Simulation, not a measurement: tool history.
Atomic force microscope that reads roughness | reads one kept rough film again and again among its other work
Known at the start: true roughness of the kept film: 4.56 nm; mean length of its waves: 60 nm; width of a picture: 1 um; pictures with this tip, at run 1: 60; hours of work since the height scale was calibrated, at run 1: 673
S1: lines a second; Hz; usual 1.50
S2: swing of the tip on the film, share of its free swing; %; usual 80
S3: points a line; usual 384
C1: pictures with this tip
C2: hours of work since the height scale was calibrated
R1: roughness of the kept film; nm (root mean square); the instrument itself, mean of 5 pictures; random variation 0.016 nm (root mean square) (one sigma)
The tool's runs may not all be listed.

Run 1, day 0.000: usual settings; C1 60; C2 673. Result: R1 3.733 nm (root mean square).
At day 1.200: new tip fitted.
Run 2, day 1.496: usual settings but S2 77 %; C1 10; C2 698. Result: R1 3.869 nm (root mean square).
Run 3, day 3.271: usual settings; C1 74; C2 729. Result: R1 3.716 nm (root mean square).
At day 4.175: new tip fitted.
Run 4, day 4.404: usual settings; C1 8; C2 749. Result: R1 3.795 nm (root mean square).
Run 5, day 5.917: usual settings; C1 63; C2 775. Result: R1 3.722 nm (root mean square).
At day 7.062: new tip fitted.
Run 6, day 7.896: usual settings; C1 30; C2 809. Result: R1 3.774 nm (root mean square).
Run 7, day 9.483: usual settings but S1 1.56 Hz; C1 87; C2 836. Result: R1 3.644 nm (root mean square).
At day 10.000: new tip fitted.
Run 8, day 11.704: usual settings but S1 1.56 Hz; C1 62; C2 875. Result: R1 3.704 nm (root mean square).
At day 12.996: new tip fitted.
Run 9, day 13.379: usual settings but S1 1.56 Hz; C1 14; C2 903. Result: R1 3.757 nm (root mean square).
Run 10, day 14.617: usual settings but S1 1.56 Hz; C1 59; C2 925. Result: R1 3.696 nm (root mean square).
Run 11, day 15.775: usual settings but S3 580; C1 100; C2 945. Result: R1 3.641 nm (root mean square).
At day 15.921: new tip fitted.
Run 12, day 16.842: usual settings; C1 33; C2 963. Result: R1 3.734 nm (root mean square).
Run 13, day 18.538: usual settings; C1 94; C2 993. Result: R1 3.668 nm (root mean square).
At day 18.896: new tip fitted.
Run 14, day 19.675: usual settings; C1 28; C2 1012. Result: R1 3.762 nm (root mean square).
At day 21.312: height scale calibrated on a step standard.
Run 15, day 21.583: usual settings; C1 95; C2 5. Result: R1 3.716 nm (root mean square).
At day 21.933: new tip fitted.
Run 16, day 23.979: usual settings; C1 74; C2 46. Result: R1 3.745 nm (root mean square).
At day 24.850: new tip fitted.
Run 17, day 25.746: usual settings but S1 1.94 Hz; C1 33; C2 76. Result: R1 3.668 nm (root mean square).
Run 18, day 27.346: usual settings but S1 1.94 Hz; C1 90; C2 104. Result: R1 3.593 nm (root mean square).
At day 27.692: new tip fitted.
Run 19, day 28.717: usual settings; C1 37; C2 128. Result: R1 3.833 nm (root mean square).
At day 30.654: new tip fitted.
Run 20, day 31.058: usual settings; C1 14; C2 168. Result: R1 3.811 nm (root mean square).
Run 21, day 33.408: usual settings; C1 99; C2 209. Result: R1 3.686 nm (root mean square).
At day 33.538: new tip fitted.
Run 22, day 35.321: usual settings; C1 64; C2 242. Result: R1 3.759 nm (root mean square).
At day 36.442: new tip fitted.
Run 23, day 37.662: usual settings but S2 64 %; C1 44; C2 282. Result: R1 4.088 nm (root mean square).
At day 39.358: new tip fitted.
Run 24, day 39.808: usual settings but S2 81 %; C1 16; C2 319. Result: R1 3.816 nm (root mean square).
Run 25, day 42.162: usual settings but S1 1.10 Hz, S2 63 %, S3 654; C1 101; C2 360. Result: R1 4.102 nm (root mean square).
At day 42.408: new tip fitted.
Run 26, day 44.529: usual settings but S1 1.10 Hz, S2 63 %, S3 654; C1 76; C2 400. Result: R1 4.117 nm (root mean square).
At day 45.350: new tip fitted.
Run 27, day 45.896: usual settings but S1 0.89 Hz, S2 82 %, S3 654; C1 20; C2 424. Result: R1 3.976 nm (root mean square).
Run 28, day 47.454: usual settings but S1 0.77 Hz, S2 75 %, S3 278; C1 76; C2 451. Result: R1 4.022 nm (root mean square).
At day 48.250: new tip fitted.
Run 29, day 49.329: usual settings but S1 2.72 Hz, S2 81 %, S3 278; C1 39; C2 483. Result: R1 3.369 nm (root mean square).
At day 51.104: new tip fitted.
Run 30, day 51.304: usual settings but S1 1.70 Hz, S3 700; C1 7; C2 517. Result: R1 3.759 nm (root mean square).
Run 31, day 52.904: usual settings but S2 57 %; C1 64; C2 545. Result: R1 4.117 nm (root mean square).
At day 54.021: new tip fitted.
Run 32, day 55.088: usual settings but S2 57 %; C1 38; C2 582. Result: R1 4.168 nm (root mean square).
Run 33, day 56.625: usual settings but S2 57 %; C1 94; C2 609. Result: R1 4.087 nm (root mean square).
At day 56.950: new tip fitted.
Run 34, day 58.596: usual settings but S2 57 %; C1 60; C2 643. Result: R1 4.127 nm (root mean square).
Run 35, day 59.604: usual settings but S2 57 %; C1 96; C2 660. Result: R1 4.044 nm (root mean square).
At day 59.808: new tip fitted.
Run 36, day 61.704: usual settings but S1 1.81 Hz, S2 76 %; C1 68; C2 696. Result: R1 3.715 nm (root mean square).
At day 62.667: new tip fitted.
Run 37, day 62.846: usual settings but S1 0.53 Hz, S2 73 %, S3 1007; C1 6; C2 716. Result: R1 4.195 nm (root mean square).
Run 38, day 64.304: usual settings but S1 0.53 Hz, S2 73 %, S3 401; C1 59; C2 741. Result: R1 4.121 nm (root mean square).
At day 65.642: new tip fitted.
Run 39, day 66.521: usual settings but S1 0.53 Hz, S2 73 %, S3 401; C1 32; C2 779. Result: R1 4.168 nm (root mean square).
At day 68.488: new tip fitted.
Run 40, day 68.904: usual settings but S1 0.81 Hz, S2 60 %, S3 310; C1 15; C2 820. Result: R1 4.205 nm (root mean square).
Run 41, day 70.738: usual settings but S1 0.72 Hz, S3 619; C1 81; C2 852. Result: R1 3.938 nm (root mean square).

3 ways to go on from here, each from the tool as it stands after run 41. What would each give?
At day 71.483: new tip fitted.
Run A, day 71.962: usual settings but S1 0.66 Hz, S2 90 %, S3 619; C1 17; C2 873. Result: R1 ?.
At day 71.483: new tip fitted.
Run B, day 71.962: usual settings but S1 3.19 Hz, S2 78 %, S3 317; C1 17; C2 873. Result: R1 ?.
At day 71.483: new tip fitted.
Run C, day 71.962: usual settings but S1 0.55 Hz, S3 619; C1 17; C2 873. Result: R1 ?.

run     R1
  A  3.911
  B  3.392
  C  4.105
Without the tool's hidden state the same runs would have given:
run     R1
  A  4.015
  B  3.482
  C  4.215
